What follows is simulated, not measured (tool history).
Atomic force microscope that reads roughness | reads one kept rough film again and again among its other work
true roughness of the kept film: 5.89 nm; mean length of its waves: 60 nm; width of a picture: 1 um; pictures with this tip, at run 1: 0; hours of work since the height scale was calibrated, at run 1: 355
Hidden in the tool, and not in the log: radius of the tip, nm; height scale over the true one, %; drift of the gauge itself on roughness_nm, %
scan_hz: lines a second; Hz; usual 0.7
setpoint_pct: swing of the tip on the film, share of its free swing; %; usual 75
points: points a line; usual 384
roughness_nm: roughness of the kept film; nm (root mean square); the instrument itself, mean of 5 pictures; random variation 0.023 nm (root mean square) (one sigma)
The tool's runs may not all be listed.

run	hour	scan_hz	setpoint_pct	points	pictures with this tip	hours of work since the height scale was calibrated	roughness_nm
1	0	0.7	75	384	0	355	5.524
2	30.1	0.7	75	294	39	367	5.443
3	61.6	0.529	75	384	80	380	5.419
4	95.4	0.7	87	384	124	394	5.215
5	115.3	0.7	87	384	149	402	5.24
# hour 138.2: new tip fitted
6	142.7	0.7	75	384	6	413	5.501
7	165.4	0.7	75	384	36	422	5.46
8	189.3	0.7	75	384	67	432	5.355
9	211.3	0.7	75	384	95	441	5.341
10	228.9	0.7	75	384	118	448	5.316
11	261.2	1.053	86	384	160	462	5.084
# hour 275.2: new tip fitted
12	279.4	3.011	79	597	5	469	5.165
13	313.5	2.618	70	727	49	483	5.304
14	338.8	1.229	75	682	82	493	5.341
15	362.7	3.82	62	908	113	503	5.198
16	391.8	0.633	60	669	151	515	5.332
# hour 413.4: new tip fitted
17	418.7	3.888	56	410	7	526	5.402
18	453.1	3.888	56	410	52	540	5.323
19	470.3	1.557	75	384	74	547	5.277

Hidden state at the last listed run before each entry between runs and at the first one after, where it differs:
Between runs 5 and 6: new tip fitted (hour 138.2)
  radius of the tip, nm: 15.2 -> 7.6; height scale over the true one, %: -0.61 -> -0.63
  measured less the result without the state, roughness_nm: -0.3 -> -0.055 nm (root mean square)
Between runs 11 and 12: new tip fitted (hour 275.2)
  radius of the tip, nm: 15.7 -> 7.6; height scale over the true one, %: -0.69 -> -0.7
  measured less the result without the state, roughness_nm: -0.312 -> -0.057 nm (root mean square)
Between runs 16 and 17: new tip fitted (hour 413.4)
  radius of the tip, nm: 15.1 -> 8.1; height scale over the true one, %: -0.76 -> -0.77
  measured less the result without the state, roughness_nm: -0.309 -> -0.079 nm (root mean square)
